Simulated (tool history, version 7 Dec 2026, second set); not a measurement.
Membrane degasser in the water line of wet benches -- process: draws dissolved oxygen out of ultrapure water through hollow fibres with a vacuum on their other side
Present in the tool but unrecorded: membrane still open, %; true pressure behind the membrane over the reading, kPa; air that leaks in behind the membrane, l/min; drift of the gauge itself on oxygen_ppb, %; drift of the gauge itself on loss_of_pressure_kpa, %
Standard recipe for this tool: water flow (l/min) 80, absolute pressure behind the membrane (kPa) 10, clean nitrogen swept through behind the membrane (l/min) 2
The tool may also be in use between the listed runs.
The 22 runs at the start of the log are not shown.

| run | day | water flow (l/min) | absolute pressure behind the membrane (kPa) | clean nitrogen swept through behind the membrane (l/min) | hours since the membrane was changed | hours since the vacuum gauge was calibrated | hours since the vacuum lines were made tight | dissolved oxygen in the water behind the degasser (ppb) | pressure that the water loses in the fibres (kPa) |
|---|---|---|---|---|---|---|---|---|---|
| 23 | 38.642 | 54 | 9 | 5.04 | 1508 | 6968 | 2553 | 268.3 | 17.94 |
| 24 | 39.875 | 53 | 12.1 | 5.41 | 1538 | 6997 | 2583 | 312.7 | 17.94 |
| 25 | 41.992 | 53 | 12.1 | 5.41 | 1589 | 7048 | 2633 | 318.6 | 17.89 |
| 26 | 43.158 | 52 | 15.2 | 2.89 | 1617 | 7076 | 2661 | 571.2 | 17.24 |
| 27 | 44.692 | 52 | 15.2 | 2.89 | 1654 | 7113 | 2698 | 575.4 | 17.44 |
| 28 | 46.638 | 52 | 15.2 | 2.89 | 1700 | 7159 | 2745 | 566.9 | 17.29 |
| 29 | 49.058 | 52 | 15.2 | 1.2 | 1758 | 7218 | 2803 | 1063.9 | 17.45 |
| 30 | 51.188 | 52 | 15.2 | 1.27 | 1809 | 7269 | 2854 | 1008.7 | 17.32 |
| 31 | 53.142 | 106 | 10 | 1.72 | 1856 | 7316 | 2901 | 1094.1 | 35.63 |

Predict each of these 4 candidate next runs independently; none follows another, all start after run 31:
| A | 55.362 | 106 | 25 | 1.72 | 1910 | 7369 | 2954 | ? | ? |
| B | 55.362 | 48 | 10 | 0.94 | 1910 | 7369 | 2954 | ? | ? |
| C | 55.362 | 89 | 10 | 2 | 1910 | 7369 | 2954 | ? | ? |
| D | 55.362 | 101 | 10 | 2 | 1910 | 7369 | 2954 | ? | ? |

| run | dissolved oxygen in the water behind the degasser (ppb) | pressure that the water loses in the fibres (kPa) |
|---|---|---|
| A | 2248 | 35.53 |
| B | 746 | 16.1 |
| C | 864.8 | 29.76 |
| D | 970.5 | 33.86 |
What these runs would have given with no unlogged condition in the tool:
| run | dissolved oxygen in the water behind the degasser (ppb) | pressure that the water loses in the fibres (kPa) |
|---|---|---|
| A | 2204.7 | 35.12 |
| B | 698.1 | 15.92 |
| C | 816.6 | 29.41 |
| D | 918.6 | 33.47 |

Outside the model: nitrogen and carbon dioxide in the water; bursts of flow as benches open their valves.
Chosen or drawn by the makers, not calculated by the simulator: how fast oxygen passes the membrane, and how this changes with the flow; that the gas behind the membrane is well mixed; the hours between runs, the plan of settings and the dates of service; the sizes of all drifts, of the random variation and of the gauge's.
